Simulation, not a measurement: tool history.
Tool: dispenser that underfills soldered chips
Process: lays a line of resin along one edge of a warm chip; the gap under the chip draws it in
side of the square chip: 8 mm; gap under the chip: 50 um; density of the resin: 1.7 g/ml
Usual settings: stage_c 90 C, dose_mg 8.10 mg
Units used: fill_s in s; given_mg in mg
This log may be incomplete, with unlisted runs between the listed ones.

run,hour,stage_c,dose_mg,fill_s,given_mg
1,0.0,90,8.10,27.6,7.90
# hour 1.8: new syringe of resin
2,6.0,90,8.10,20.2,7.98
3,10.9,90,10.50,23.0,10.29
4,15.6,90,10.50,26.7,10.29
# hour 17.8: new syringe of resin
5,23.2,90,10.50,20.1,10.30
6,31.3,102,9.71,16.4,9.52
# hour 33.6: new syringe of resin
7,40.2,86,9.48,25.0,9.15
8,48.6,86,9.48,33.9,9.13
# hour 49.4: new syringe of resin
9,53.1,84,7.41,25.7,7.17
10,61.7,77,7.34,47.3,7.07

Here are 5 independent what-if runs from the current tool condition. What would each one return?
# hour 65.5: new syringe of resin
A,68.9,78,8.06,?,?
# hour 65.5: new syringe of resin
B,68.9,94,7.93,?,?
# hour 65.5: new syringe of resin
C,68.9,79,8.60,?,?
# hour 65.5: new syringe of resin
D,68.9,80,8.10,?,?
# hour 65.5: new syringe of resin
E,68.9,75,9.96,?,?

run,fill_s,given_mg
A,33.9,7.66
B,17.3,7.50
C,31.3,8.24
D,29.8,7.88
E,37.5,9.60
Take away the tool's hidden state, keep each run's random variation, and the runs would have read:
run,fill_s,given_mg
A,28.0,7.96
B,14.4,7.80
C,25.9,8.57
D,24.6,8.19
E,31.1,9.98
